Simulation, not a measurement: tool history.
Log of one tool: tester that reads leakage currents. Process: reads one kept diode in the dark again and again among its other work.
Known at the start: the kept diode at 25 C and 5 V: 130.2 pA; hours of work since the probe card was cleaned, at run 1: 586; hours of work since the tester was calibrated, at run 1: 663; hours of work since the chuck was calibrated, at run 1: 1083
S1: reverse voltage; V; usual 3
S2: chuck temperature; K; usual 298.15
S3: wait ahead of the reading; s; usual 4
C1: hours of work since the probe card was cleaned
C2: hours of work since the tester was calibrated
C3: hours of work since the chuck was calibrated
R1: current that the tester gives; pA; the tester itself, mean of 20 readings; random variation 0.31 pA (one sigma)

run	hour	S1	S2	S3	C1	C2	C3	R1
1	0	3	298.15	4	586	663	1083	98.89
2	19.6	3	298.15	4	599	675	1096	99.35
3	46.8	3	298.15	4	616	693	1113	99.02
4	70.1	3	298.15	4	631	708	1128	99.06
5	88.7	4.12	298.15	4	643	720	1140	114.7
6	105.6	4.1	298.15	4	654	731	1151	115.14
7	133.9	3	298.15	4	672	749	1169	98.93
8	154.2	3	298.15	4	685	762	1182	99
9	179.8	3	298.15	5.15	702	778	1199	98.42
10	202	3	293.15	4	716	792	1213	66.4
11	225	3	293.15	4	731	807	1228	66.41
12	255.7	3	293.15	4	750	827	1248	66.21
13	276.2	3	293.15	4	764	840	1261	66.67
14	296	3	293.15	4	776	853	1273	66.29
15	327.9	3	293.15	4	797	873	1294	66.48
16	358.7	3	293.15	4	817	893	1314	66.27
17	387.8	3	293.15	4	835	912	1332	66.32
18	402.8	3	293.15	4	845	921	1342	66.22
19	417	3	293.15	4	854	931	1351	66.23
20	439.2	3	298.15	4	868	945	1365	98.13
21	467.1	3	298.15	4	886	963	1383	97.89
22	499.1	2.29	303.15	1.04	907	983	1404	126.92
23	527.9	3	298.15	0.92	925	1002	1422	98.86
24	554.3	11.44	295.15	1.69	942	1019	1439	152.71
25	581.3	11.44	316.15	0.74	960	1036	1457	704.02
26	600.4	1.82	314.15	5.48	972	1048	1469	255.93
27	623.3	4.28	314.15	0.31	987	1063	1484	384.16
28	654.5	1.85	308.15	4	1007	1083	1504	165.55
29	677.7	3	310.15	4	1022	1098	1519	240.48
30	707.2	5.69	296.15	0.66	1041	1117	1538	116.27
31	728.7	3.11	316.15	0.31	1054	1131	1551	379.13
32	750.7	3.11	316.15	0.31	1069	1145	1566	379.09
33	782.4	12.97	322.15	0.38	1089	1165	1586	1129.26
34	817	6.36	299.15	0.63	1111	1188	1608	153.41
35	836.2	16.53	323.15	0.52	1123	1200	1621	1350.4
36	855	1.67	328.15	7.67	1136	1212	1633	642.89
37	886.1	3	304.15	9.19	1156	1232	1653	153.11
38	917.2	9.58	315.15	3.73	1176	1252	1673	594.63

Run 39 comes next. What will it give?
39	951.4	9.58	308.15	3.73	1198	1274	1695	?

R1: 360.86 pA
Without the tool's hidden state the same run would have given R1 383.24 pA.
